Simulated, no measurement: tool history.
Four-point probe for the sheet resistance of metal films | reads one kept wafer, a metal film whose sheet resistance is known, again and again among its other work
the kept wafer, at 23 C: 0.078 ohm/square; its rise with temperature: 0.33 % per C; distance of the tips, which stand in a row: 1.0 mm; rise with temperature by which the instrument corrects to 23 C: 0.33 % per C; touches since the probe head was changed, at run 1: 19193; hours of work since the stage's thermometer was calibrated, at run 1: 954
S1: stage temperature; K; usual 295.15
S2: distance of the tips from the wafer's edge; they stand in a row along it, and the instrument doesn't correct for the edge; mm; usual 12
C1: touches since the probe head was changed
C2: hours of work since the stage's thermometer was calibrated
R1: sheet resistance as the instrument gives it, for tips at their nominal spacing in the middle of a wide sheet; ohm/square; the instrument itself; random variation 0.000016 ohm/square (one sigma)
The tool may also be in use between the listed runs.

{"run": 1, "hour": 0.0, "S1": 295.15, "S2": 12, "C1": 19193, "C2": 954, "R1": 0.077728}
{"run": 2, "hour": 37.8, "S1": 295.15, "S2": 12, "C1": 20154, "C2": 973, "R1": 0.077741}
{"run": 3, "hour": 77.0, "S1": 295.15, "S2": 12, "C1": 21149, "C2": 991, "R1": 0.077731}
{"run": 4, "hour": 114.6, "S1": 295.15, "S2": 12, "C1": 22104, "C2": 1009, "R1": 0.077731}
{"run": 5, "hour": 145.4, "S1": 295.15, "S2": 12, "C1": 22885, "C2": 1024, "R1": 0.077741}
{"run": 6, "hour": 177.7, "S1": 295.15, "S2": 12, "C1": 23706, "C2": 1040, "R1": 0.077747}
{"run": 7, "hour": 214.7, "S1": 295.15, "S2": 12, "C1": 24644, "C2": 1057, "R1": 0.077766}
{"run": 8, "hour": 256.8, "S1": 307.15, "S2": 12, "C1": 25714, "C2": 1078, "R1": 0.077728}
{"run": 9, "hour": 279.1, "S1": 307.15, "S2": 12, "C1": 26282, "C2": 1088, "R1": 0.077727}
{"run": 10, "hour": 314.4, "S1": 307.15, "S2": 12, "C1": 27178, "C2": 1105, "R1": 0.077729}
{"run": 11, "hour": 353.8, "S1": 295.15, "S2": 12, "C1": 28179, "C2": 1124, "R1": 0.077781}
{"run": 12, "hour": 381.1, "S1": 295.15, "S2": 12, "C1": 28871, "C2": 1137, "R1": 0.077756}
{"run": 13, "hour": 399.6, "S1": 299.15, "S2": 33, "C1": 29342, "C2": 1146, "R1": 0.077508}
{"run": 14, "hour": 439.0, "S1": 301.15, "S2": 38, "C1": 30341, "C2": 1165, "R1": 0.077509}
{"run": 15, "hour": 474.5, "S1": 300.15, "S2": 6, "C1": 31244, "C2": 1182, "R1": 0.078612}
{"run": 16, "hour": 515.3, "S1": 297.15, "S2": 9, "C1": 32279, "C2": 1202, "R1": 0.07799}
{"run": 17, "hour": 543.5, "S1": 302.15, "S2": 5, "C1": 32995, "C2": 1215, "R1": 0.079099}
{"run": 18, "hour": 570.0, "S1": 299.15, "S2": 4, "C1": 33669, "C2": 1228, "R1": 0.08001}
{"run": 19, "hour": 594.5, "S1": 301.15, "S2": 36, "C1": 34290, "C2": 1240, "R1": 0.077522}
{"run": 20, "hour": 625.7, "S1": 303.15, "S2": 6, "C1": 35081, "C2": 1255, "R1": 0.078625}
{"run": 21, "hour": 650.2, "S1": 303.15, "S2": 6, "C1": 35706, "C2": 1266, "R1": 0.078589}
{"run": 22, "hour": 679.0, "S1": 303.15, "S2": 6, "C1": 36436, "C2": 1280, "R1": 0.078605}
{"run": 23, "hour": 696.5, "S1": 300.15, "S2": 12, "C1": 36882, "C2": 1289, "R1": 0.077788}
{"run": 24, "hour": 726.0, "S1": 296.15, "S2": 4, "C1": 37631, "C2": 1303, "R1": 0.080027}

5 ways to go on from here, each from the tool as it stands after run 24. What would each give?
{"run": "A", "hour": 758.3, "S1": 292.15, "S2": 12, "C1": 38449, "C2": 1318, "R1": "?"}
{"run": "B", "hour": 758.3, "S1": 296.15, "S2": 7, "C1": 38449, "C2": 1318, "R1": "?"}
{"run": "C", "hour": 758.3, "S1": 295.15, "S2": 18, "C1": 38449, "C2": 1318, "R1": "?"}
{"run": "D", "hour": 758.3, "S1": 306.15, "S2": 17, "C1": 38449, "C2": 1318, "R1": "?"}
{"run": "E", "hour": 758.3, "S1": 293.15, "S2": 4, "C1": 38449, "C2": 1318, "R1": "?"}

run=A R1=0.077826
run=B R1=0.078368
run=C R1=0.077640
run=D R1=0.077632
run=E R1=0.080046
Without the tool's hidden state the same runs would have given:
run=A R1=0.078319
run=B R1=0.078863
run=C R1=0.078131
run=D R1=0.078121
run=E R1=0.080551

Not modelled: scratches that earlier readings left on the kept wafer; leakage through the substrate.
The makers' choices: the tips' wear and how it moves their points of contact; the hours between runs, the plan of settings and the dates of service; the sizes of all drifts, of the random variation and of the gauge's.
